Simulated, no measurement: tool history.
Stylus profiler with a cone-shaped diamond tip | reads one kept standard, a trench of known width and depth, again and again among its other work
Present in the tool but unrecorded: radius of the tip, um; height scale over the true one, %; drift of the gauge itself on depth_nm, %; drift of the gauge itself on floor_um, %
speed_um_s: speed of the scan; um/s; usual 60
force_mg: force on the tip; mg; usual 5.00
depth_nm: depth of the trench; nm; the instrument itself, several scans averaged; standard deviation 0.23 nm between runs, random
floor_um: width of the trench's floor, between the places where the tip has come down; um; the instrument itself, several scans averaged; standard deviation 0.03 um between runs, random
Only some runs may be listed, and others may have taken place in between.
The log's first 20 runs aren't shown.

run	day	speed_um_s	force_mg	scans with this tip	hours of work since the height scale was calibrated	depth_nm	floor_um
21	53.929	60	3.12	18529	569	1014.97	20.55
22	56.679	60	3.12	18818	616	1014.76	20.49
23	59.112	60	5.00	19073	658	1020.03	20.51
24	61.479	210	5.00	19320	699	1020.07	20.07
25	64.929	210	5.00	19682	758	1020.74	20.08
26	66.700	23	2.41	19868	789	1013.13	20.45
27	69.062	53	11.14	20115	830	1033.49	20.41
28	72.154	33	5.00	20439	883	1020.06	20.43
29	74.254	33	5.00	20659	919	1020.27	20.30
30	77.446	139	8.56	20993	974	1028.87	20.13
31	80.050	62	12.27	21266	1019	1036.20	20.32
32	83.038	29	1.76	21579	1070	1011.09	20.21
33	85.288	29	1.76	21815	1109	1011.44	20.15
34	87.471	68	1.76	22044	1147	1011.28	20.00
35	89.288	99	9.66	22234	1178	1031.42	20.06
36	91.121	37	1.89	22426	1210	1011.94	20.07
37	94.304	41	8.57	22760	1264	1029.64	20.04
38	96.542	41	8.57	22994	1303	1029.21	20.05
39	98.517	17	2.02	23201	1337	1012.32	20.09
40	101.121	20	7.42	23474	1382	1027.29	20.04
41	104.742	20	7.42	23853	1444	1026.69	20.02
42	106.304	20	7.42	24017	1471	1026.95	19.94
43	107.842	20	7.42	24178	1498	1027.06	19.92
44	111.146	75	11.68	24524	1555	1035.89	19.79
45	114.592	75	11.68	24885	1614	1035.71	19.72

Predict each of these 5 candidate next runs independently; none follows another, all start after run 45:
A	117.246	60	10.08	25163	1660	?	?
B	117.246	85	11.68	25163	1660	?	?
C	117.246	204	3.04	25163	1660	?	?
D	117.246	27	11.68	25163	1660	?	?
E	117.246	190	4.47	25163	1660	?	?

run	depth_nm	floor_um
A	1032.66	19.72
B	1036.35	19.66
C	1016.35	19.11
D	1035.72	19.77
E	1020.42	19.32
The same runs, with their run-to-run variation unchanged, on a tool lacking any hidden condition would have given:
run	depth_nm	floor_um
A	1029.85	23.89
B	1033.52	23.82
C	1013.58	23.27
D	1032.90	23.94
E	1017.65	23.48

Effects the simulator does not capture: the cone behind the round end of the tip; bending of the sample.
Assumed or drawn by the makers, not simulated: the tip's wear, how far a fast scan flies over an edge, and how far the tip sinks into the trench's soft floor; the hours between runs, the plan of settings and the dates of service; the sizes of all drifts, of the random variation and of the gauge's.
